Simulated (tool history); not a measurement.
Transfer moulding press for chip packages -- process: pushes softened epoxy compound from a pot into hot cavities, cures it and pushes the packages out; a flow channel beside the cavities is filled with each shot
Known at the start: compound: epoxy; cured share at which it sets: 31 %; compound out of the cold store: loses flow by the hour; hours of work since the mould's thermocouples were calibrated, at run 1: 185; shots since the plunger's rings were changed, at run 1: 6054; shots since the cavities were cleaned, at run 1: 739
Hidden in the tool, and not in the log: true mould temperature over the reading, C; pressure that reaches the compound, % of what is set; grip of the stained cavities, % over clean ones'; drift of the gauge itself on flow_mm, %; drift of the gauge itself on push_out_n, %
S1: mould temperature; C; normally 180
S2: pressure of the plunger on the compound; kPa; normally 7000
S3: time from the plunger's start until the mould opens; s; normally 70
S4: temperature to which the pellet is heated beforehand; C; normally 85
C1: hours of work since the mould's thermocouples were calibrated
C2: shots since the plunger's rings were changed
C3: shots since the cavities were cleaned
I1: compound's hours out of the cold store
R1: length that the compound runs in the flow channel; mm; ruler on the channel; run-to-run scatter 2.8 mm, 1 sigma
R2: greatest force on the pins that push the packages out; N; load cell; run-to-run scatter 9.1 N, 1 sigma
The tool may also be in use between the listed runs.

Run 1, hour 0.0: usual settings; C1 185; C2 6054; C3 739; I1 17.1. Result: R1 596 mm, R2 853 N.
At hour 12.4: plunger's sealing rings changed.
At hour 37.1: cavities cleaned with cleaning compound and waxed.
Run 2, hour 50.0: usual settings but S2 7330 kPa; C1 219; C2 568; C3 203; I1 44.8. Result: R1 540 mm, R2 569 N.
Run 3, hour 101.1: usual settings but S2 6940 kPa; C1 256; C2 1369; C3 1004; I1 22.9. Result: R1 594 mm, R2 830 N.
At hour 118.2: cavities cleaned with cleaning compound and waxed.
At hour 195.7: cavities cleaned with cleaning compound and waxed.
Run 4, hour 195.7: usual settings but S2 6940 kPa; C1 323; C2 2808; C3 0; I1 28.7. Result: R1 572 mm, R2 419 N.
Run 5, hour 261.2: usual settings; C1 371; C2 3837; C3 1029; I1 31.3. Result: R1 556 mm, R2 811 N.
At hour 275.2: cavities cleaned with cleaning compound and waxed.
At hour 281.2: mould's thermocouples calibrated.
Run 6, hour 307.3: usual settings; C1 19; C2 4505; C3 473; I1 36.1. Result: R1 534 mm, R2 739 N.
At hour 359.4: cavities cleaned with cleaning compound and waxed.
Run 7, hour 372.6: usual settings but S2 5260 kPa, S3 57 s; C1 66; C2 5506; C3 207; I1 17.9. Result: R1 518 mm, R2 1017 N.
At hour 416.9: plunger's sealing rings changed.
Run 8, hour 418.9: usual settings but S1 177 C, S2 6790 kPa, S3 53 s, S4 82 C; C1 98; C2 32; C3 896; I1 15.1. Result: R1 642 mm, R2 2133 N.
At hour 443.3: cavities cleaned with cleaning compound and waxed.
Run 9, hour 487.9: usual settings but S1 177 C, S2 7260 kPa, S3 53 s, S4 82 C; C1 147; C2 1091; C3 701; I1 24.7. Result: R1 610 mm, R2 1921 N.
At hour 520.3: cavities cleaned with cleaning compound and waxed.
Run 10, hour 559.7: usual settings but S1 182 C, S2 7260 kPa, S3 61 s, S4 91 C; C1 198; C2 2195; C3 618; I1 36.5. Result: R1 550 mm, R2 901 N.
At hour 596.5: cavities cleaned with cleaning compound and waxed.
Run 11, hour 609.3: usual settings but S1 178 C, S2 5940 kPa, S3 60 s, S4 77 C; C1 233; C2 2950; C3 201; I1 25.1. Result: R1 540 mm, R2 1013 N.

Predict the results of run 12:
At hour 672.9: cavities cleaned with cleaning compound and waxed.
Run 12, hour 673.5: usual settings but S1 178 C, S2 5940 kPa, S3 60 s, S4 77 C; C1 279; C2 3935; C3 10; I1 35.6. Result: R1 ?, R2 ?.

Run 12 gave R1 497 mm, R2 708 N.
With no hidden state in the tool, this same run would have given R1 519 mm, R2 693 N.
